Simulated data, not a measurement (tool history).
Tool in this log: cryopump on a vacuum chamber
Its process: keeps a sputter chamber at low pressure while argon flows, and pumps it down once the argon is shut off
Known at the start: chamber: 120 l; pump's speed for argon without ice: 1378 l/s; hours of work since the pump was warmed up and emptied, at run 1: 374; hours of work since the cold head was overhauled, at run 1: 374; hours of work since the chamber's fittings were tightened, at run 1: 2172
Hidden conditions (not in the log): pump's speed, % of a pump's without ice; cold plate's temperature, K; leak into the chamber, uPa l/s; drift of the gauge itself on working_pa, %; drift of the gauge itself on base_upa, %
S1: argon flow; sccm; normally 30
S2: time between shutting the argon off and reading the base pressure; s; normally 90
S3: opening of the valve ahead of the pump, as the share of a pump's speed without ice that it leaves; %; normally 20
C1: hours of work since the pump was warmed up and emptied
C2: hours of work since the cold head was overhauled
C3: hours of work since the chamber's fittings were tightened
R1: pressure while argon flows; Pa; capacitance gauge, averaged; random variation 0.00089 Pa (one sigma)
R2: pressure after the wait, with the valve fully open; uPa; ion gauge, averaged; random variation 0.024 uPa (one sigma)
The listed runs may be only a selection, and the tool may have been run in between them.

Run 1, hour 0: usual settings; C1 374; C2 374; C3 2172. Result: R1 0.1878 Pa, R2 2.16 uPa.
Run 2, hour 52.4: usual settings; C1 402; C2 402; C3 2199. Result: R1 0.1864 Pa, R2 2.17 uPa.
Run 3, hour 91.6: usual settings; C1 422; C2 422; C3 2220. Result: R1 0.1868 Pa, R2 2.27 uPa.
Run 4, hour 150.6: usual settings; C1 453; C2 453; C3 2250. Result: R1 0.1879 Pa, R2 2.28 uPa.
Run 5, hour 209.2: usual settings; C1 483; C2 483; C3 2281. Result: R1 0.1871 Pa, R2 2.4 uPa.
Run 6, hour 241.7: usual settings; C1 500; C2 500; C3 2298. Result: R1 0.1872 Pa, R2 2.44 uPa.
Run 7, hour 270.2: usual settings; C1 515; C2 515; C3 2313. Result: R1 0.1885 Pa, R2 2.43 uPa.
Run 8, hour 335.7: usual settings but S1 24 sccm; C1 549; C2 549; C3 2347. Result: R1 0.1515 Pa, R2 2.46 uPa.
Run 9, hour 363.9: usual settings but S1 24 sccm; C1 564; C2 564; C3 2361. Result: R1 0.1513 Pa, R2 2.46 uPa.
Run 10, hour 420.1: usual settings but S1 24 sccm, S2 110 s; C1 593; C2 593; C3 2391. Result: R1 0.1529 Pa, R2 2.3 uPa.
Run 11, hour 483.2: usual settings but S1 24 sccm, S2 110 s; C1 626; C2 626; C3 2423. Result: R1 0.1528 Pa, R2 2.38 uPa.
Run 12, hour 546.5: usual settings; C1 659; C2 659; C3 2456. Result: R1 0.1887 Pa, R2 2.52 uPa.
Run 13, hour 581.1: usual settings; C1 677; C2 677; C3 2474. Result: R1 0.19 Pa, R2 2.56 uPa.
Run 14, hour 616.5: usual settings but S1 12 sccm; C1 695; C2 695; C3 2493. Result: R1 0.0754 Pa, R2 2.65 uPa.
Run 15, hour 647: usual settings but S1 12 sccm; C1 711; C2 711; C3 2509. Result: R1 0.0756 Pa, R2 2.59 uPa.
Run 16, hour 691.2: usual settings but S1 21 sccm; C1 734; C2 734; C3 2532. Result: R1 0.1333 Pa, R2 2.62 uPa.
Run 17, hour 738.5: usual settings; C1 759; C2 759; C3 2556. Result: R1 0.1909 Pa, R2 2.68 uPa.
Run 18, hour 783: usual settings; C1 782; C2 782; C3 2579. Result: R1 0.1917 Pa, R2 2.6 uPa.
Run 19, hour 845.5: usual settings; C1 814; C2 814; C3 2612. Result: R1 0.1914 Pa, R2 2.66 uPa.
Run 20, hour 876.9: usual settings but S2 51 s; C1 831; C2 831; C3 2628. Result: R1 0.1902 Pa, R2 3.21 uPa.
Run 21, hour 916.2: usual settings but S2 51 s; C1 851; C2 851; C3 2649. Result: R1 0.1908 Pa, R2 3.24 uPa.

Expected results for the next run?
Run 22, hour 944.9: usual settings but S2 54 s, S3 18 %; C1 866; C2 866; C3 2664. Result: R1 ?, R2 ?.

R1: 0.2126 Pa
R2: 3.19 uPa
On a tool with no hidden condition, and with the same random variation, this run would have come out at R1 0.2051 Pa, R2 1.31 uPa.
